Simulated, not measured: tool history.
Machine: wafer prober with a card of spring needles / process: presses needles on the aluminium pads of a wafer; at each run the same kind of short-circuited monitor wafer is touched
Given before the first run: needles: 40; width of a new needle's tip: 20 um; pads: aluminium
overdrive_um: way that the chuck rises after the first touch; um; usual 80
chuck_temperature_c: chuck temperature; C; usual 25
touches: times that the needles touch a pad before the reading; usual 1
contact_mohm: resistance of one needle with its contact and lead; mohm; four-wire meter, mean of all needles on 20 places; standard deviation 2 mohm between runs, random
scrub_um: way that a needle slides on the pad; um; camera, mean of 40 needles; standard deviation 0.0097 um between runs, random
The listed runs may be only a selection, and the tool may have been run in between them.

run 1 hour=0.0 | overdrive_um=80 chuck_temperature_c=25 touches=1 | contact_mohm=210 scrub_um=11.346
-- hour=16.0 tips cleaned on abrasive film
-- hour=35.3 tips cleaned on abrasive film
run 2 hour=43.5 | overdrive_um=80 chuck_temperature_c=25 touches=1 | contact_mohm=211 scrub_um=11.323
-- hour=54.7 tips cleaned on abrasive film
-- hour=73.9 tips cleaned on abrasive film
run 3 hour=88.0 | overdrive_um=80 chuck_temperature_c=25 touches=1 | contact_mohm=211 scrub_um=11.336
-- hour=94.8 tips cleaned on abrasive film
-- hour=113.1 tips cleaned on abrasive film
run 4 hour=124.5 | overdrive_um=80 chuck_temperature_c=25 touches=1 | contact_mohm=211 scrub_um=11.333
-- hour=131.4 tips cleaned on abrasive film
-- hour=148.3 height of the first contact set anew
-- hour=152.0 tips cleaned on abrasive film
run 5 hour=154.7 | overdrive_um=80 chuck_temperature_c=119 touches=1 | contact_mohm=234 scrub_um=11.361
-- hour=170.4 tips cleaned on abrasive film
-- hour=189.5 tips cleaned on abrasive film
run 6 hour=200.0 | overdrive_um=80 chuck_temperature_c=61 touches=1 | contact_mohm=225 scrub_um=11.343
-- hour=210.3 tips cleaned on abrasive film
-- hour=230.4 tips cleaned on abrasive film
run 7 hour=237.7 | overdrive_um=89 chuck_temperature_c=25 touches=1 | contact_mohm=210 scrub_um=12.635
-- hour=251.7 tips cleaned on abrasive film
run 8 hour=267.3 | overdrive_um=80 chuck_temperature_c=25 touches=1 | contact_mohm=216 scrub_um=11.329
-- hour=272.5 tips cleaned on abrasive film
-- hour=292.4 tips cleaned on abrasive film
run 9 hour=305.9 | overdrive_um=80 chuck_temperature_c=25 touches=1 | contact_mohm=213 scrub_um=11.345
-- hour=312.4 tips cleaned on abrasive film
-- hour=332.4 tips cleaned on abrasive film
run 10 hour=332.4 | overdrive_um=80 chuck_temperature_c=25 touches=1 | contact_mohm=217 scrub_um=11.368
-- hour=353.2 tips cleaned on abrasive film
-- hour=355.9 height of the first contact set anew
-- hour=372.8 tips cleaned on abrasive film
run 11 hour=372.8 | overdrive_um=80 chuck_temperature_c=25 touches=1 | contact_mohm=211 scrub_um=11.381
-- hour=393.1 tips cleaned on abrasive film
-- hour=411.6 tips cleaned on abrasive film
run 12 hour=412.6 | overdrive_um=80 chuck_temperature_c=25 touches=1 | contact_mohm=210 scrub_um=11.362
-- hour=430.9 tips cleaned on abrasive film
-- hour=451.4 tips cleaned on abrasive film
run 13 hour=453.0 | overdrive_um=80 chuck_temperature_c=25 touches=1 | contact_mohm=211 scrub_um=11.376
-- hour=469.7 tips cleaned on abrasive film
run 14 hour=485.2 | overdrive_um=94 chuck_temperature_c=25 touches=1 | contact_mohm=213 scrub_um=13.357
-- hour=488.6 tips cleaned on abrasive film
-- hour=509.2 tips cleaned on abrasive film
run 15 hour=509.6 | overdrive_um=80 chuck_temperature_c=28 touches=1 | contact_mohm=214 scrub_um=11.364
-- hour=528.9 tips cleaned on abrasive film
run 16 hour=538.2 | overdrive_um=72 chuck_temperature_c=25 touches=1 | contact_mohm=213 scrub_um=10.222
-- hour=547.2 tips cleaned on abrasive film
-- hour=564.3 height of the first contact set anew
-- hour=566.8 tips cleaned on abrasive film
run 17 hour=572.5 | overdrive_um=78 chuck_temperature_c=55 touches=1 | contact_mohm=221 scrub_um=11.088
-- hour=587.3 tips cleaned on abrasive film
-- hour=607.3 tips cleaned on abrasive film
run 18 hour=612.0 | overdrive_um=64 chuck_temperature_c=32 touches=1 | contact_mohm=219 scrub_um=9.119
-- hour=627.3 tips cleaned on abrasive film
run 19 hour=642.9 | overdrive_um=64 chuck_temperature_c=32 touches=1 | contact_mohm=218 scrub_um=9.095
-- hour=645.9 tips cleaned on abrasive film
-- hour=665.0 tips cleaned on abrasive film
run 20 hour=678.0 | overdrive_um=89 chuck_temperature_c=32 touches=2 | contact_mohm=215 scrub_um=12.669
-- hour=685.8 tips cleaned on abrasive film
-- hour=704.4 tips cleaned on abrasive film
run 21 hour=704.7 | overdrive_um=89 chuck_temperature_c=77 touches=2 | contact_mohm=225 scrub_um=12.676
-- hour=723.0 tips cleaned on abrasive film
run 22 hour=732.0 | overdrive_um=89 chuck_temperature_c=77 touches=2 | contact_mohm=225 scrub_um=12.683
-- hour=741.6 tips cleaned on abrasive film
-- hour=760.5 tips cleaned on abrasive film
run 23 hour=760.5 | overdrive_um=80 chuck_temperature_c=49 touches=1 | contact_mohm=221 scrub_um=11.406
-- hour=772.9 height of the first contact set anew
-- hour=779.5 tips cleaned on abrasive film
run 24 hour=780.1 | overdrive_um=80 chuck_temperature_c=41 touches=2 | contact_mohm=218 scrub_um=11.389
-- hour=800.5 tips cleaned on abrasive film
run 25 hour=813.7 | overdrive_um=80 chuck_temperature_c=41 touches=2 | contact_mohm=219 scrub_um=11.387
-- hour=820.7 tips cleaned on abrasive film
-- hour=839.7 tips cleaned on abrasive film
run 26 hour=855.3 | overdrive_um=80 chuck_temperature_c=41 touches=2 | contact_mohm=221 scrub_um=11.376
-- hour=858.8 tips cleaned on abrasive film
-- hour=880.8 tips cleaned on abrasive film
run 27 hour=884.6 | overdrive_um=88 chuck_temperature_c=25 touches=2 | contact_mohm=208 scrub_um=12.526
-- hour=900.0 tips cleaned on abrasive film
-- hour=918.8 tips cleaned on abrasive film
run 28 hour=924.2 | overdrive_um=88 chuck_temperature_c=25 touches=2 | contact_mohm=210 scrub_um=12.564
-- hour=939.3 tips cleaned on abrasive film
run 29 hour=944.8 | overdrive_um=80 chuck_temperature_c=60 touches=1 | contact_mohm=223 scrub_um=11.418
-- hour=958.2 tips cleaned on abrasive film
-- hour=976.8 tips cleaned on abrasive film
-- hour=981.2 height of the first contact set anew
run 30 hour=989.4 | overdrive_um=80 chuck_temperature_c=113 touches=1 | contact_mohm=238 scrub_um=11.416

Table of differences, measured result less the result of that run with no hidden state. Run-to-run variation is the same in both. Gauge scatter possibly is not:
Hidden state at play: debris on the tips, nm; way that the needles fall short of the set height, um; tips' diameter, um; drift of the gauge itself on contact_mohm, %; drift of the gauge itself on scrub_um, %.
run=1 scrub_um=+0.000
run=2 scrub_um=+0.003
run=3 scrub_um=+0.007
run=4 scrub_um=+0.010
run=5 scrub_um=+0.014
run=6 scrub_um=+0.018
run=7 scrub_um=+0.023
run=8 scrub_um=+0.024
run=9 scrub_um=+0.027
run=10 scrub_um=+0.029
run=11 scrub_um=+0.034
run=12 scrub_um=+0.037
run=13 scrub_um=+0.041
run=14 scrub_um=+0.052
run=15 scrub_um=+0.046
run=16 scrub_um=+0.043
run=17 scrub_um=+0.050
run=18 scrub_um=+0.044
run=19 scrub_um=+0.046
run=20 scrub_um=+0.068
run=21 scrub_um=+0.071
run=22 scrub_um=+0.073
run=23 scrub_um=+0.068
run=24 scrub_um=+0.070
run=25 scrub_um=+0.073
run=26 scrub_um=+0.077
run=27 scrub_um=+0.087
run=28 scrub_um=+0.092
run=29 scrub_um=+0.085
run=30 scrub_um=+0.089
contact_mohm: at most 1 mohm away from the measurement, every run.
